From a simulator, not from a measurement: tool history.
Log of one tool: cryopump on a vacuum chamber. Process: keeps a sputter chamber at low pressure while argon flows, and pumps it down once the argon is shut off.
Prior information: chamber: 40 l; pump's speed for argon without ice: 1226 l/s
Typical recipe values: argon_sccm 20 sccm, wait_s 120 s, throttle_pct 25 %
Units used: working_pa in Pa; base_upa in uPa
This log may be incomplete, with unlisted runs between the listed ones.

run	hour	argon_sccm	wait_s	throttle_pct	working_pa	base_upa
1	0.0	20	120	25	0.1204	3.40
2	30.6	21	120	25	0.1291	3.44
# hour 49.9: pump warmed up, emptied and cooled again
3	68.3	21	120	25	0.1163	2.70
4	95.4	21	111	25	0.1164	2.88
5	145.3	21	111	25	0.1185	2.87
6	176.9	21	111	25	0.1180	2.99
7	217.6	20	120	25	0.1139	3.01
8	266.4	20	120	28	0.1034	3.12
9	311.4	20	120	28	0.1028	3.27
10	352.5	20	120	28	0.1043	3.35
11	394.1	20	120	28	0.1050	3.44
12	429.9	20	120	28	0.1067	3.55
13	464.9	20	120	24	0.1237	3.75
14	501.3	20	120	25	0.1208	3.77
15	543.6	20	49	25	0.1213	4.90
16	590.3	20	49	25	0.1215	5.16
# hour 602.0: pump warmed up, emptied and cooled again
17	645.7	12	49	25	0.0669	4.26
18	676.6	30	49	25	0.1679	4.22
19	703.0	30	49	25	0.1703	4.34
20	747.6	28	41	37	0.1086	4.83
21	786.3	20	169	25	0.1137	3.47
22	817.8	20	169	25	0.1139	3.65
23	865.6	15	39	25	0.0858	5.22
24	909.6	15	153	25	0.0887	3.77
25	933.1	15	153	25	0.0876	3.86
26	971.0	33	126	29	0.1688	4.21
27	1021.8	33	126	29	0.1713	4.39
28	1051.9	31	129	21	0.2161	4.44
29	1094.9	12	129	26	0.0706	4.75
30	1138.8	12	107	26	0.0706	4.94
# hour 1154.0: pump warmed up, emptied and cooled again
# hour 1166.2: leaking fittings of the chamber tightened, without venting
31	1175.4	12	107	26	0.0642	1.03
32	1214.2	20	22	17	0.1633	3.86
33	1265.0	33	22	22	0.2103	3.90

Difference, measured minus no-hidden-state, one row per run. Run-to-run variation is common to both terms; the gauge's own scatter need not be:
The hidden state here: pump's speed, % of a pump's without ice; cold plate's temperature, K; leak into the chamber, uPa l/s; drift of the gauge itself on working_pa, %; drift of the gauge itself on base_upa, %.
run	working_pa	base_upa
1	+0.0110	+2.53
2	+0.0127	+2.57
3	+0.0009	+1.82
4	+0.0013	+1.91
5	+0.0022	+1.97
6	+0.0027	+2.06
7	+0.0033	+2.16
8	+0.0042	+2.24
9	+0.0050	+2.42
10	+0.0059	+2.49
11	+0.0067	+2.57
12	+0.0075	+2.69
13	+0.0084	+2.88
14	+0.0093	+2.90
15	+0.0103	+3.14
16	+0.0116	+3.34
17	+0.0008	+2.45
18	+0.0026	+2.47
19	+0.0033	+2.56
20	+0.0040	+2.71
21	+0.0035	+2.77
22	+0.0041	+2.95
23	+0.0037	+3.01
24	+0.0045	+3.07
25	+0.0047	+3.15
26	+0.0120	+3.34
27	+0.0140	+3.52
28	+0.0141	+3.62
29	+0.0062	+3.91
30	+0.0069	+3.99
31	+0.0005	+0.09
32	+0.0014	+0.14
33	+0.0034	+0.19
